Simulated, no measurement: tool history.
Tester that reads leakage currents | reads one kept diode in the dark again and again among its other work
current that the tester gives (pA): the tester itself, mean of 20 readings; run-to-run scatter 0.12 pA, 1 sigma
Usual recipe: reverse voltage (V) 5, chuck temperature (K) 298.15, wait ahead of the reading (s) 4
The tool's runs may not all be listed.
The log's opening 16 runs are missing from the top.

run,day,reverse voltage (V),chuck temperature (K),wait ahead of the reading (s),current that the tester gives (pA)
# day 23.562: chuck's temperature calibrated
17,24.046,5,298.15,4,47.98
18,24.992,5,298.15,4,48.26
19,26.304,5,298.15,9.54,47.9
20,27.375,5,298.15,9.54,48.36
# day 28.308: chuck's temperature calibrated, once more
21,29.362,5,302.15,1.95,55.09
22,30.425,5,302.15,1.95,55.8
23,31.454,5,306.15,1.95,71.55
# day 33.033: probe card cleaned and baked
24,33.117,5,306.15,1.95,66.52
25,35.096,5,306.15,1.95,66.38
26,36.858,9.51,309.15,8.15,112.05
27,38.571,4.04,293.15,6.08,23.95
28,39.683,5,300.15,2.73,44.04
29,40.958,15.01,332.15,4,591.24
30,42.067,1.15,303.15,2.89,26.42
31,43.233,1.15,303.15,2.89,26.2
32,45.338,5.3,302.15,4.81,52.76
33,46.404,5.3,302.15,4.81,52.74
34,48.167,10.65,312.15,4,146.45
35,49.671,9.11,312.15,0.93,136.41
36,51.033,1.34,304.15,0.67,31.03
37,52.962,9.91,301.15,4,68.53
38,54.775,9.91,301.15,4,68.34
39,56.908,9.91,307.15,4,102.98
40,58.488,5.62,304.15,0.73,64.12

Consider 4 possible next runs. They are alternatives, not a sequence: every one starts from the tool as it was left by run 40. What does each give?
A,59.996,3.57,301.15,2.21,?
B,59.996,5.62,318.15,0.73,?
C,59.996,3.36,313.15,4.82,?
D,59.996,14.23,304.15,0.73,?

run,current that the tester gives (pA)
A,41.4
B,159.62
C,89.75
D,102.71
With no hidden state in the tool, these same runs would have given:
run,current that the tester gives (pA)
A,38.92
B,151.91
C,85.29
D,95.75

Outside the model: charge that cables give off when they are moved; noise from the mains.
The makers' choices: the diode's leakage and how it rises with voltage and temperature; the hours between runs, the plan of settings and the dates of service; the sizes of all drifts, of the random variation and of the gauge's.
